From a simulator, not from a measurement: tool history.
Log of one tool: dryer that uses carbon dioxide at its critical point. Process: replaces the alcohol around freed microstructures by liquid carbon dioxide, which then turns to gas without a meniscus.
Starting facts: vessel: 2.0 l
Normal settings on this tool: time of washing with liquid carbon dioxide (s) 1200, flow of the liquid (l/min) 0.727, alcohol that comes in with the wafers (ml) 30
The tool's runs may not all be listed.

run	day	time of washing with liquid carbon dioxide (s)	flow of the liquid (l/min)	alcohol that comes in with the wafers (ml)	alcohol left in the vessel before it's heated (ppm by volume)
1	0	1200	0.727	30	99
2	0.458	1200	0.68	30	103
3	0.888	1200	0.436	30	338
4	1.171	1200	0.436	30	326
5	1.517	1200	0.727	30	108
6	1.95	1200	0.727	30	103
7	2.283	1200	0.727	30	108
8	2.829	1620	0.727	30	95
9	3.262	1620	0.729	30	102
10	3.583	1620	0.729	30	100
11	3.992	1620	0.729	79	98
12	4.512	1620	0.729	79	110
13	4.946	1620	0.729	79	109
14	5.538	1620	0.729	79	120
15	5.962	1740	0.727	30	113
16	6.242	1740	0.727	30	121
17	6.725	1740	0.727	30	111
18	7.179	1200	0.727	30	140
19	7.471	1200	0.727	30	135
20	8.046	1200	0.466	30	349
21	8.408	1140	0.466	30	399
22	8.7	1200	0.727	30	146
23	8.988	780	0.727	30	355
24	9.421	780	0.727	30	371
25	9.721	1500	0.727	30	129
26	10.217	1560	0.727	30	139
27	10.542	1380	0.854	107	147
28	10.821	1020	1.013	53	154
29	11.362	1020	1.013	53	164
30	11.858	780	0.727	30	390
31	12.362	780	0.686	30	455
32	12.833	1140	0.633	54	295
33	13.221	1140	0.633	27	227
34	13.679	1200	1.021	83	159
35	14.242	1200	1.021	83	164
36	14.562	1740	0.727	84	158
37	14.842	780	0.727	106	1106
38	15.246	780	0.727	106	1108
39	15.704	780	0.727	106	1105
40	16.096	1680	0.948	89	170
41	16.438	1800	0.948	64	168
42	16.717	780	0.445	26	1281
43	17.058	780	0.445	26	1320
44	17.408	1080	0.658	30	288
45	17.696	1080	0.658	30	280
46	18.054	1080	0.658	30	277
47	18.638	1200	0.727	50	243

What if the next run were any one of these 3? Each begins from the tool's condition after run 47:
A	19.196	780	0.727	26	?
B	19.196	1320	0.727	30	?
C	19.196	1620	1.234	50	?

run	alcohol left in the vessel before it's heated (ppm by volume)
A	438
B	209
C	189
What these runs would have given with no unlogged condition in the tool:
run	alcohol left in the vessel before it's heated (ppm by volume)
A	141
B	10
C	12
